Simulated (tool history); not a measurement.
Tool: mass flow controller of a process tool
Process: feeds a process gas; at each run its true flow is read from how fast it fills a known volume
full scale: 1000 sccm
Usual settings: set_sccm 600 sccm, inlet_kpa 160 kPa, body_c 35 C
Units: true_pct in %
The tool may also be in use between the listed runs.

Run 1, hour 0.0: usual settings. Result: true_pct 98.04 %.
Run 2, hour 355.3: usual settings but inlet_kpa 207 kPa. Result: true_pct 98.07 %.
Run 3, hour 642.0: usual settings but inlet_kpa 207 kPa. Result: true_pct 97.98 %.
Run 4, hour 869.6: usual settings but inlet_kpa 207 kPa. Result: true_pct 98.04 %.
Run 5, hour 1101.9: usual settings but inlet_kpa 207 kPa, body_c 25 C. Result: true_pct 98.51 %.
Run 6, hour 1571.6: usual settings but inlet_kpa 242 kPa. Result: true_pct 97.95 %.
Run 7, hour 1879.9: usual settings but set_sccm 324 sccm, inlet_kpa 220 kPa. Result: true_pct 97.29 %.
At hour 1907.5: controller's zero set anew.
Run 8, hour 2155.9: usual settings but set_sccm 324 sccm, inlet_kpa 220 kPa. Result: true_pct 97.38 %.

Run 9 comes next. What will it give?
Run 9, hour 2487.0: usual settings but set_sccm 295 sccm, inlet_kpa 220 kPa. Result: true_pct ?.

{"run 9": {"true_pct": 97.4}}
Without the tool's hidden state the same run would have given true_pct 96.99 %.
